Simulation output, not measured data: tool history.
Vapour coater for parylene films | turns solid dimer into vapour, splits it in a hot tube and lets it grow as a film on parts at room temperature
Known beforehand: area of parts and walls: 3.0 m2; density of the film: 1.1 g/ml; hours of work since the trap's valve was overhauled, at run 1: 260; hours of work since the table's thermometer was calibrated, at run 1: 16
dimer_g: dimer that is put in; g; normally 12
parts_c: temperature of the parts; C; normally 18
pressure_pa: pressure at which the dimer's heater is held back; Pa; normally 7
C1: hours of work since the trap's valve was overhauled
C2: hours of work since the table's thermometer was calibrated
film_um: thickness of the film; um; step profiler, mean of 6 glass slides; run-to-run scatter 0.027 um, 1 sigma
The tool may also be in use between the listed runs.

{"run": 1, "hour": 0.0, "dimer_g": 12, "parts_c": 18, "pressure_pa": 7, "C1": 260, "C2": 16, "film_um": 2.04}
{"run": 2, "hour": 12.4, "dimer_g": 12, "parts_c": 18, "pressure_pa": 7, "C1": 267, "C2": 23, "film_um": 2.05}
{"run": 3, "hour": 26.6, "dimer_g": 12, "parts_c": 18, "pressure_pa": 7, "C1": 274, "C2": 31, "film_um": 2.04}
{"run": 4, "hour": 36.6, "dimer_g": 12, "parts_c": 18, "pressure_pa": 7, "C1": 280, "C2": 37, "film_um": 2.06}
{"run": 5, "hour": 49.4, "dimer_g": 12, "parts_c": 18, "pressure_pa": 7, "C1": 287, "C2": 44, "film_um": 2.06}
{"hour": 57.4, "done": "trap's valve overhauled"}
{"run": 6, "hour": 67.5, "dimer_g": 12, "parts_c": 18, "pressure_pa": 7, "C1": 6, "C2": 51, "film_um": 2.18}
{"run": 7, "hour": 80.3, "dimer_g": 12, "parts_c": 18, "pressure_pa": 7, "C1": 13, "C2": 59, "film_um": 2.19}
{"run": 8, "hour": 93.0, "dimer_g": 12, "parts_c": 18, "pressure_pa": 7, "C1": 20, "C2": 65, "film_um": 2.19}
{"run": 9, "hour": 102.2, "dimer_g": 12, "parts_c": 18, "pressure_pa": 7, "C1": 25, "C2": 71, "film_um": 2.15}
{"run": 10, "hour": 113.5, "dimer_g": 12, "parts_c": 18, "pressure_pa": 7, "C1": 31, "C2": 77, "film_um": 2.17}
{"run": 11, "hour": 122.0, "dimer_g": 12, "parts_c": 14, "pressure_pa": 7, "C1": 36, "C2": 81, "film_um": 2.45}
{"run": 12, "hour": 137.3, "dimer_g": 12, "parts_c": 18, "pressure_pa": 2.49, "C1": 44, "C2": 90, "film_um": 2.57}
{"run": 13, "hour": 146.4, "dimer_g": 12, "parts_c": 18, "pressure_pa": 7, "C1": 49, "C2": 95, "film_um": 2.16}
{"run": 14, "hour": 152.9, "dimer_g": 12, "parts_c": 18, "pressure_pa": 7, "C1": 53, "C2": 99, "film_um": 2.17}
{"run": 15, "hour": 162.7, "dimer_g": 12, "parts_c": 18, "pressure_pa": 7, "C1": 58, "C2": 104, "film_um": 2.16}
{"run": 16, "hour": 174.6, "dimer_g": 12, "parts_c": 27, "pressure_pa": 7, "C1": 65, "C2": 110, "film_um": 1.57}
{"run": 17, "hour": 189.2, "dimer_g": 20, "parts_c": 18, "pressure_pa": 7, "C1": 73, "C2": 118, "film_um": 3.55}
{"run": 18, "hour": 203.2, "dimer_g": 20, "parts_c": 18, "pressure_pa": 7, "C1": 80, "C2": 126, "film_um": 3.56}
{"run": 19, "hour": 209.7, "dimer_g": 20, "parts_c": 18, "pressure_pa": 7, "C1": 84, "C2": 130, "film_um": 3.58}
{"run": 20, "hour": 221.0, "dimer_g": 12, "parts_c": 18, "pressure_pa": 7, "C1": 90, "C2": 136, "film_um": 2.11}
{"run": 21, "hour": 234.2, "dimer_g": 12, "parts_c": 30, "pressure_pa": 7, "C1": 97, "C2": 143, "film_um": 1.39}
{"run": 22, "hour": 241.8, "dimer_g": 12, "parts_c": 18, "pressure_pa": 7, "C1": 102, "C2": 147, "film_um": 2.14}
{"run": 23, "hour": 254.0, "dimer_g": 12, "parts_c": 18, "pressure_pa": 7, "C1": 108, "C2": 154, "film_um": 2.12}
{"run": 24, "hour": 267.9, "dimer_g": 19, "parts_c": 26, "pressure_pa": 7, "C1": 116, "C2": 162, "film_um": 2.53}
{"run": 25, "hour": 277.5, "dimer_g": 17, "parts_c": 22, "pressure_pa": 2.14, "C1": 121, "C2": 167, "film_um": 3.18}
{"run": 26, "hour": 285.7, "dimer_g": 17, "parts_c": 28, "pressure_pa": 2.14, "C1": 126, "C2": 172, "film_um": 2.61}
{"run": 27, "hour": 298.1, "dimer_g": 5, "parts_c": 28, "pressure_pa": 4.37, "C1": 133, "C2": 178, "film_um": 0.68}
{"run": 28, "hour": 308.4, "dimer_g": 12, "parts_c": 18, "pressure_pa": 7.52, "C1": 138, "C2": 184, "film_um": 2.09}
{"run": 29, "hour": 322.3, "dimer_g": 12, "parts_c": 18, "pressure_pa": 7.52, "C1": 146, "C2": 192, "film_um": 2.06}
{"run": 30, "hour": 336.7, "dimer_g": 6, "parts_c": 21, "pressure_pa": 9.3, "C1": 154, "C2": 200, "film_um": 0.9}
{"run": 31, "hour": 347.5, "dimer_g": 7, "parts_c": 18, "pressure_pa": 6.03, "C1": 160, "C2": 206, "film_um": 1.22}
{"run": 32, "hour": 359.2, "dimer_g": 7, "parts_c": 18, "pressure_pa": 6.03, "C1": 166, "C2": 212, "film_um": 1.24}
{"run": 33, "hour": 369.5, "dimer_g": 7, "parts_c": 28, "pressure_pa": 11.1, "C1": 172, "C2": 218, "film_um": 0.78}
{"run": 34, "hour": 384.7, "dimer_g": 8, "parts_c": 21, "pressure_pa": 11.1, "C1": 180, "C2": 226, "film_um": 1.12}
{"run": 35, "hour": 399.2, "dimer_g": 13, "parts_c": 16, "pressure_pa": 2.78, "C1": 188, "C2": 234, "film_um": 2.81}
{"run": 36, "hour": 411.8, "dimer_g": 13, "parts_c": 16, "pressure_pa": 2.78, "C1": 195, "C2": 241, "film_um": 2.86}
{"run": 37, "hour": 418.4, "dimer_g": 12, "parts_c": 16, "pressure_pa": 9.04, "C1": 199, "C2": 245, "film_um": 2.12}
{"run": 38, "hour": 425.6, "dimer_g": 12, "parts_c": 16, "pressure_pa": 9.04, "C1": 203, "C2": 249, "film_um": 2.09}
{"run": 39, "hour": 435.4, "dimer_g": 5, "parts_c": 29, "pressure_pa": 7, "C1": 208, "C2": 254, "film_um": 0.62}
{"run": 40, "hour": 442.1, "dimer_g": 13, "parts_c": 29, "pressure_pa": 3.47, "C1": 212, "C2": 258, "film_um": 1.78}
{"run": 41, "hour": 456.7, "dimer_g": 13, "parts_c": 29, "pressure_pa": 3.47, "C1": 220, "C2": 266, "film_um": 1.72}
{"run": 42, "hour": 464.5, "dimer_g": 5, "parts_c": 30, "pressure_pa": 11.02, "C1": 224, "C2": 270, "film_um": 0.5}
{"run": 43, "hour": 479.0, "dimer_g": 5, "parts_c": 30, "pressure_pa": 11.02, "C1": 232, "C2": 278, "film_um": 0.53}
{"run": 44, "hour": 486.8, "dimer_g": 5, "parts_c": 30, "pressure_pa": 11.02, "C1": 237, "C2": 282, "film_um": 0.51}
{"run": 45, "hour": 499.5, "dimer_g": 5, "parts_c": 30, "pressure_pa": 11.02, "C1": 244, "C2": 289, "film_um": 0.54}
{"run": 46, "hour": 507.4, "dimer_g": 12, "parts_c": 14, "pressure_pa": 7.47, "C1": 248, "C2": 294, "film_um": 2.32}

Predict each of these 3 candidate next runs independently; none follows another, all start after run 46:
{"run": "A", "hour": 521.3, "dimer_g": 12, "parts_c": 18, "pressure_pa": 8.58, "C1": 256, "C2": 301, "film_um": "?"}
{"run": "B", "hour": 521.3, "dimer_g": 12, "parts_c": 14, "pressure_pa": 7.02, "C1": 256, "C2": 301, "film_um": "?"}
{"run": "C", "hour": 521.3, "dimer_g": 19, "parts_c": 14, "pressure_pa": 7.47, "C1": 256, "C2": 301, "film_um": "?"}

run=A film_um=1.97
run=B film_um=2.36
run=C film_um=3.67
The same runs, with their run-to-run variation unchanged, on a tool lacking any hidden condition would have given:
run=A film_um=2.11
run=B film_um=2.53
run=C film_um=3.94
